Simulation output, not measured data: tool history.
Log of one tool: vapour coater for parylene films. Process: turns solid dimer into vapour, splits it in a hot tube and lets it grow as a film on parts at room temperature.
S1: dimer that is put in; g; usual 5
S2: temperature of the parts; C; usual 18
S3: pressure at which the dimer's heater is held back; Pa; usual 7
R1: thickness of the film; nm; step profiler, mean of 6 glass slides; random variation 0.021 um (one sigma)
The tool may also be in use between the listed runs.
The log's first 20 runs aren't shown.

| run | day | S1 | S2 | S3 | R1 |
|---|---|---|---|---|---|
| 21 | 13.392 | 5 | 22 | 7 | 730 |
| 22 | 13.775 | 5 | 18 | 7 | 810 |
| 23 | 14.375 | 5 | 18 | 7 | 810 |
| 24 | 15.083 | 5 | 18 | 7 | 840 |
| 25 | 15.675 | 5 | 20 | 7.39 | 750 |
| 26 | 16.058 | 3 | 20 | 7.39 | 420 |
| 27 | 16.646 | 3 | 20 | 7.39 | 430 |
| 28 | 17.183 | 7 | 10 | 5.97 | 1560 |
| 29 | 17.754 | 7 | 10 | 5.97 | 1560 |
| 30 | 18.458 | 7 | 10 | 5.97 | 1570 |
| 31 | 19.079 | 7 | 10 | 5.97 | 1550 |
| 32 | 19.692 | 7 | 10 | 5.97 | 1500 |
| 33 | 20.296 | 7 | 10 | 5.97 | 1480 |
| 34 | 20.812 | 5 | 10 | 5.97 | 1100 |
| 35 | 21.346 | 5 | 15 | 9.03 | 850 |

Run 36 comes next. What will it give?
| 36 | 22.15 | 5 | 17 | 5.53 | ? |

{"run 36": {"R1": 790}}
Without the tool's hidden state the same run would have given R1 910 nm.

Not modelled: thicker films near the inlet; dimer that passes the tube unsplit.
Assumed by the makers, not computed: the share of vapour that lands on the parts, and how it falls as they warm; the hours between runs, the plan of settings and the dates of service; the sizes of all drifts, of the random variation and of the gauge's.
